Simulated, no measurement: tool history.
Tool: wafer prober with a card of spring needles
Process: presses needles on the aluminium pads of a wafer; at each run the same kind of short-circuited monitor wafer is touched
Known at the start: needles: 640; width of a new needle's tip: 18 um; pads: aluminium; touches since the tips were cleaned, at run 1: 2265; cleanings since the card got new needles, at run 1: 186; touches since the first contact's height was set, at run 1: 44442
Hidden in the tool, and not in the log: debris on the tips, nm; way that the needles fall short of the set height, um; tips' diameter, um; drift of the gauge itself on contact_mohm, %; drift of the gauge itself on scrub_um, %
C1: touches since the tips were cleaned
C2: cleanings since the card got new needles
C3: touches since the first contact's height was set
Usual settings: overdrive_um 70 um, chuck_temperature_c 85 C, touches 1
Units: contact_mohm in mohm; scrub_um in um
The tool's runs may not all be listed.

Run 1, day 0: usual settings; C1 2265; C2 186; C3 44442. Result: contact_mohm 167 mohm, scrub_um 10.36 um.
At day 0.121: tips cleaned on abrasive film.
At day 0.596: tips cleaned on abrasive film.
At day 1.067: tips cleaned on abrasive film.
At day 1.658: tips cleaned on abrasive film.
At day 2.133: tips cleaned on abrasive film.
At day 2.696: tips cleaned on abrasive film.
Run 2, day 2.696: usual settings; C1 0; C2 192; C3 59215. Result: contact_mohm 119 mohm, scrub_um 10.31 um.
At day 3.171: tips cleaned on abrasive film.
At day 3.762: tips cleaned on abrasive film.
At day 4.242: tips cleaned on abrasive film.
Run 3, day 4.242: usual settings; C1 0; C2 195; C3 67693. Result: contact_mohm 112 mohm, scrub_um 10.28 um.
At day 4.833: tips cleaned on abrasive film.
At day 5.425: tips cleaned on abrasive film.
At day 6.012: tips cleaned on abrasive film.
At day 6.604: tips cleaned on abrasive film.
Run 4, day 6.692: usual settings; C1 489; C2 199; C3 81153. Result: contact_mohm 130 mohm, scrub_um 10.28 um.
At day 7.167: tips cleaned on abrasive film.
At day 7.642: tips cleaned on abrasive film.
At day 8.112: tips cleaned on abrasive film.
Run 5, day 8.179: usual settings; C1 362; C2 202; C3 89301. Result: contact_mohm 131 mohm, scrub_um 10.28 um.
At day 8.654: tips cleaned on abrasive film.
At day 9.125: tips cleaned on abrasive film.
At day 9.6: tips cleaned on abrasive film.
At day 10.192: tips cleaned on abrasive film.
Run 6, day 10.308: usual settings but overdrive_um 72 um; C1 645; C2 206; C3 100976. Result: contact_mohm 133 mohm, scrub_um 10.49 um.
At day 10.779: tips cleaned on abrasive film.
At day 11.254: tips cleaned on abrasive film.
Run 7, day 11.704: usual settings but overdrive_um 72 um; C1 2489; C2 208; C3 108656. Result: contact_mohm 168 mohm, scrub_um 10.45 um.
At day 11.825: tips cleaned on abrasive film.
At day 12.3: tips cleaned on abrasive film.
At day 12.892: tips cleaned on abrasive film.
At day 13.362: tips cleaned on abrasive film.
At day 13.954: tips cleaned on abrasive film.
Run 8, day 14.304: usual settings but overdrive_um 72 um; C1 1928; C2 213; C3 122912. Result: contact_mohm 160 mohm, scrub_um 10.35 um.
At day 14.542: tips cleaned on abrasive film.
At day 15.133: tips cleaned on abrasive film.
At day 15.608: tips cleaned on abrasive film.
At day 16.2: tips cleaned on abrasive film.
At day 16.671: tips cleaned on abrasive film.
At day 17.262: tips cleaned on abrasive film.
Run 9, day 17.279: usual settings; C1 97; C2 219; C3 139231. Result: contact_mohm 121 mohm, scrub_um 10.12 um.
At day 17.754: tips cleaned on abrasive film.
At day 18.229: tips cleaned on abrasive film.
At day 18.817: tips cleaned on abrasive film.
Run 10, day 19.212: usual settings; C1 2179; C2 222; C3 149849. Result: contact_mohm 173 mohm, scrub_um 10.07 um.
At day 19.333: tips cleaned on abrasive film.
At day 19.925: tips cleaned on abrasive film.
At day 20.4: tips cleaned on abrasive film.
At day 20.988: tips cleaned on abrasive film.
At day 21.462: tips cleaned on abrasive film.
At day 21.938: tips cleaned on abrasive film.
Run 11, day 22.146: usual settings; C1 1156; C2 228; C3 165928. Result: contact_mohm 147 mohm, scrub_um 10 um.
At day 22.5: tips cleaned on abrasive film.
At day 22.975: tips cleaned on abrasive film.
At day 23.462: tips cleaned on abrasive film.
Run 12, day 23.462: usual settings but chuck_temperature_c 62 C; C1 0; C2 231; C3 173129. Result: contact_mohm 113 mohm, scrub_um 9.96 um.
At day 23.825: height of the first contact set anew.
At day 23.946: tips cleaned on abrasive film.
At day 24.538: tips cleaned on abrasive film.
At day 25.012: tips cleaned on abrasive film.
At day 25.6: tips cleaned on abrasive film.
At day 26.192: tips cleaned on abrasive film.
Run 13, day 26.417: usual settings; C1 1242; C2 236; C3 14220. Result: contact_mohm 150 mohm, scrub_um 10.46 um.
At day 26.775: tips cleaned on abrasive film.
At day 27.246: tips cleaned on abrasive film.
At day 27.838: tips cleaned on abrasive film.
At day 28.312: tips cleaned on abrasive film.
Run 14, day 28.733: usual settings but overdrive_um 84 um, chuck_temperature_c 39 C; C1 2334; C2 240; C3 26936. Result: contact_mohm 148 mohm, scrub_um 12.48 um.
At day 28.854: tips cleaned on abrasive film.
At day 29.329: tips cleaned on abrasive film.
At day 29.921: tips cleaned on abrasive film.
At day 30.392: tips cleaned on abrasive film.
At day 30.983: tips cleaned on abrasive film.
Run 15, day 31.321: usual settings but overdrive_um 62 um, chuck_temperature_c 91 C; C1 1860; C2 245; C3 41125. Result: contact_mohm 182 mohm, scrub_um 9.16 um.
At day 31.558: tips cleaned on abrasive film.
At day 32.15: tips cleaned on abrasive film.
At day 32.742: tips cleaned on abrasive film.
At day 33.333: tips cleaned on abrasive film.
At day 33.925: tips cleaned on abrasive film.
Run 16, day 34.333: usual settings but overdrive_um 79 um, chuck_temperature_c 49 C, touches 2; C1 2273; C2 250; C3 57673. Result: contact_mohm 136 mohm, scrub_um 11.7 um.
At day 34.454: tips cleaned on abrasive film.
At day 35.046: tips cleaned on abrasive film.
At day 35.638: tips cleaned on abrasive film.
At day 36.112: tips cleaned on abrasive film.
Run 17, day 36.358: usual settings but overdrive_um 64 um, touches 2; C1 1377; C2 254; C3 68783. Result: contact_mohm 144 mohm, scrub_um 9.41 um.
At day 36.6: tips cleaned on abrasive film.
At day 37.071: tips cleaned on abrasive film.
At day 37.662: tips cleaned on abrasive film.
Run 18, day 37.971: usual settings but chuck_temperature_c 38 C; C1 1707; C2 257; C3 77626. Result: contact_mohm 160 mohm, scrub_um 10.25 um.
At day 38.212: tips cleaned on abrasive film.
At day 38.8: tips cleaned on abrasive film.
At day 39.392: tips cleaned on abrasive film.
At day 39.867: tips cleaned on abrasive film.
Run 19, day 39.95: usual settings but overdrive_um 59 um, chuck_temperature_c 119 C; C1 456; C2 261; C3 88465. Result: contact_mohm 147 mohm, scrub_um 8.56 um.
At day 40.421: tips cleaned on abrasive film.
At day 41.012: tips cleaned on abrasive film.
At day 41.604: tips cleaned on abrasive film.
Run 20, day 41.888: usual settings but overdrive_um 59 um, chuck_temperature_c 119 C, touches 2; C1 1560; C2 264; C3 99110. Result: contact_mohm 160 mohm, scrub_um 8.56 um.

The next listed run, before its measurement:
At day 42.125: tips cleaned on abrasive film.
At day 42.717: tips cleaned on abrasive film.
At day 43.308: tips cleaned on abrasive film.
Run 21, day 43.533: usual settings but overdrive_um 59 um, chuck_temperature_c 119 C, touches 2; C1 1248; C2 267; C3 108145. Result: contact_mohm ?, scrub_um ?.

contact_mohm: 152 mohm
scrub_um: 8.53 um
Without the tool's hidden state the same run would have given contact_mohm 115 mohm, scrub_um 8.85 um.
